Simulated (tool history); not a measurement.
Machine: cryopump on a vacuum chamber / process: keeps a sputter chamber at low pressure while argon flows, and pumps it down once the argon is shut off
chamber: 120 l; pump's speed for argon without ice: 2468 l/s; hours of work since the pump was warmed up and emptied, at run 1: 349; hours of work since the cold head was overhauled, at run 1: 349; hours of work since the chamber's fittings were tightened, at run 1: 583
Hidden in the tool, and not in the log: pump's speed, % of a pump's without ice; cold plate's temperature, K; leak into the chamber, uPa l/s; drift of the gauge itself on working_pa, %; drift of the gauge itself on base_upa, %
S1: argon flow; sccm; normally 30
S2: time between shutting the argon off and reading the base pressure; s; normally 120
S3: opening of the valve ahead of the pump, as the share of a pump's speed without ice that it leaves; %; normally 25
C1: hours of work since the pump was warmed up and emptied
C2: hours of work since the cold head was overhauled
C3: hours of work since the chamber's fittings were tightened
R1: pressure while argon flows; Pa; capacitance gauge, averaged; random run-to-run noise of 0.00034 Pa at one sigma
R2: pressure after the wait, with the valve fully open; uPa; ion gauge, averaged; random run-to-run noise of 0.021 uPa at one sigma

run	day	S1	S2	S3	C1	C2	C3	R1	R2
1	0	30	120	25	349	349	583	0.084	0.88
2	1.012	30	120	25	371	371	605	0.0848	0.89
3	2.271	30	120	25	398	398	631	0.0848	0.93
4	3.338	30	120	25	420	420	654	0.0854	0.97
5	3.979	30	120	25	434	434	668	0.0851	0.91
6	4.783	30	120	25	451	451	685	0.0849	0.97
7	6.371	57	120	25	485	485	719	0.1617	1.03
8	7.033	30	50	25	500	500	734	0.0858	1.36
# day 7.621: pump warmed up, emptied and cooled again
9	8.708	30	50	25	23	531	765	0.082	1.37
10	10.246	30	50	25	56	564	798	0.0824	1.38
11	11.175	30	50	25	76	584	818	0.0827	1.42
12	12.475	30	120	25	104	612	846	0.083	1.01
13	13.433	30	120	25	124	632	866	0.0825	1.01
14	14.488	51	120	25	147	655	889	0.1415	1.07
15	15.804	51	120	25	175	683	917	0.1418	1.12
16	16.6	30	120	36	192	700	934	0.058	1.1
17	18.029	30	120	36	223	731	965	0.059	1.09
18	19.296	18	64	25	250	758	992	0.0504	1.39
19	20.233	18	24	39	270	778	1012	0.0324	2.32
20	21.433	25	24	39	296	804	1038	0.0454	2.35
21	22.425	33	54	32	317	825	1059	0.0728	1.58
22	23.888	33	54	17	348	856	1090	0.1354	1.66
23	25.05	16	120	22	373	881	1115	0.0515	1.27
24	26.325	16	120	22	401	908	1142	0.0509	1.29
25	27.717	32	271	25	430	938	1172	0.0907	1.16
26	29.208	30	32	28	462	970	1204	0.0768	2.22
27	30.471	26	61	56	489	997	1231	0.035	1.67
# day 31.525: pump warmed up, emptied and cooled again
28	32.196	25	61	56	14	1030	1264	0.0305	1.57
29	33.129	25	61	56	34	1050	1284	0.0308	1.54
30	34.712	43	61	47	68	1084	1317	0.0634	1.59
31	36.05	17	194	32	97	1112	1346	0.0364	1.2
32	37.504	17	194	32	128	1143	1377	0.0369	1.28
33	38.467	15	44	34	149	1164	1398	0.0313	1.91
34	39.525	15	44	34	171	1187	1421	0.0307	1.95

Across each entry between runs, compare the hidden state at the last listed run before it with the hidden state at the first listed run after it:
Logged between run 8 and run 9: pump warmed up, emptied and cooled again (day 7.621)
  pump's speed, % of a pump's without ice: 87.3 -> 99.3; cold plate's temperature, K: 12.53 -> 12.54; leak into the chamber, uPa l/s: 1537 -> 1590
  difference, measured minus the result without the unlogged condition, R1: +0.0032 -> +0.0003 Pa; R2: +0.58 -> +0.53 uPa
Logged between run 27 and run 28: pump warmed up, emptied and cooled again (day 31.525)
  pump's speed, % of a pump's without ice: 87.2 -> 99.2; cold plate's temperature, K: 12.69 -> 12.7; leak into the chamber, uPa l/s: 2321 -> 2371
  difference, measured minus the result without the unlogged condition, R1: +0.0029 -> +0.0003 Pa; R2: +0.97 -> +0.85 uPa
